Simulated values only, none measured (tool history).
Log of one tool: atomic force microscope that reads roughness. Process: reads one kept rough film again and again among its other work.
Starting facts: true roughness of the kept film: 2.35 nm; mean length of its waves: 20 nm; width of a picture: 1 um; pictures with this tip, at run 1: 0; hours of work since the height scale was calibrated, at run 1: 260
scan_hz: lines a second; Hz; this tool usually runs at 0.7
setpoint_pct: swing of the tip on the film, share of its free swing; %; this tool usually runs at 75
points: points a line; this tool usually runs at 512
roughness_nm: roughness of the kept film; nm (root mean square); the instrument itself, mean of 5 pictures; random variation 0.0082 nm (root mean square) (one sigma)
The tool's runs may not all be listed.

run	day	scan_hz	setpoint_pct	points	pictures with this tip	hours of work since the height scale was calibrated	roughness_nm
1	0	0.7	75	512	0	260	1.802
2	1.075	0.7	75	512	27	272	1.798
3	2.571	0.607	75	512	64	289	1.812
4	3.779	0.607	75	512	93	303	1.818
5	4.954	0.7	75	415	122	317	1.804
6	6.35	0.7	75	512	157	333	1.797
# day 7.129: new tip fitted
7	7.562	0.7	75	512	11	346	1.802
8	9.833	0.7	75	275	67	372	1.778
9	11.312	0.7	75	512	103	389	1.799
10	13.371	0.7	75	512	154	413	1.804
# day 14.229: new tip fitted
11	15.046	0.7	75	512	21	432	1.834
12	17.004	0.7	75	256	69	455	1.741
13	18.712	0.7	75	256	111	474	1.747
14	20.254	3.453	77	545	149	492	1.504
# day 21.275: new tip fitted
15	21.738	3.453	77	545	12	509	1.507
16	23.121	3.453	77	545	46	525	1.497
17	24.679	0.761	56	545	84	543	1.846
18	26.962	0.761	56	545	140	569	1.848
# day 28.262: new tip fitted
19	29.204	0.761	77	372	23	594	1.762
20	30.15	0.7	83	512	46	605	1.762
21	31.375	0.501	75	368	76	619	1.815
22	33.638	0.501	75	368	132	645	1.803
# day 35.304: new tip fitted
23	35.817	0.501	75	368	13	670	1.815
24	37.429	1.982	69	493	53	689	1.726
25	38.708	0.7	75	644	84	703	1.813
26	40.367	0.7	89	644	125	722	1.742

Consider 5 possible next runs. They are alternatives, not a sequence: every one starts from the tool as it was left by run 26. What does each give?
# day 42.404: new tip fitted
A	42.517	0.542	75	512	2	747	?
# day 42.404: new tip fitted
B	42.517	0.7	89	271	2	747	?
# day 42.404: new tip fitted
C	42.517	1.03	89	389	2	747	?
# day 42.404: new tip fitted
D	42.517	0.7	89	377	2	747	?
# day 42.404: new tip fitted
E	42.517	0.7	89	384	2	747	?

run	roughness_nm
A	1.832
B	1.675
C	1.646
D	1.701
E	1.718
Without the tool's unlogged condition, the same runs would have read:
run	roughness_nm
A	1.832
B	1.675
C	1.646
D	1.701
E	1.718
